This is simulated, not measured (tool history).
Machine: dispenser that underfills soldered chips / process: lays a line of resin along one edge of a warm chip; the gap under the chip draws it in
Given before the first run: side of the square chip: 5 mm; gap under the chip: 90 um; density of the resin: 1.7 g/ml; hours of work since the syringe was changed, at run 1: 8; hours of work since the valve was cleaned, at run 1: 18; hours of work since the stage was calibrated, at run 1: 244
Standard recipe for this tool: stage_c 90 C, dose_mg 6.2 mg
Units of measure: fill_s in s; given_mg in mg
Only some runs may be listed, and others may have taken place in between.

run	day	stage_c	dose_mg	hours of work since the syringe was changed	hours of work since the valve was cleaned	hours of work since the stage was calibrated	fill_s	given_mg
1	0	90	6.2	8	18	244	7.1	6.17
# day 0.117: new syringe of resin
2	0.204	90	6.2	1	21	247	5.4	6.08
3	0.625	90	6.2	8	28	254	7.4	6.07
# day 0.767: new syringe of resin
4	0.862	90	7.67	2	31	257	5	7.48
5	1.204	90	7.93	7	37	263	6.8	7.73
# day 1.383: new syringe of resin
6	1.604	103	7.93	4	43	269	3.3	7.62
7	1.9	103	7.93	8	48	274	3.8	7.63
# day 2.012: new syringe of resin
8	2.317	91	6.2	5	54	280	6	5.77
# day 2.633: new syringe of resin
9	2.654	91	6.2	0	59	285	4.1	5.85
10	3.017	93	6.2	6	65	291	5.9	5.75
# day 3.283: new syringe of resin
11	3.442	93	6.2	3	72	298	4.5	5.78
12	3.621	83	7.17	5	75	301	9.2	6.77
# day 3.908: new syringe of resin
13	3.979	102	6.2	1	80	306	3.4	5.82
14	4.338	89	5.96	7	86	312	6.9	5.48
# day 4.538: dispensing valve cleaned and set on the balance
# day 4.571: new syringe of resin
15	4.696	75	5.38	2	2	317	10.5	5.31
16	5.062	75	5.38	8	8	323	14.8	5.32

Run 17 is up next; what results do you expect?
# day 5.221: new syringe of resin
17	5.429	75	5.38	3	14	328	?	?

fill_s: 11.3 s
given_mg: 5.25 mg
Minus the tool's unlogged condition, the same run would have read fill_s 10.6 s, given_mg 5.31 mg.
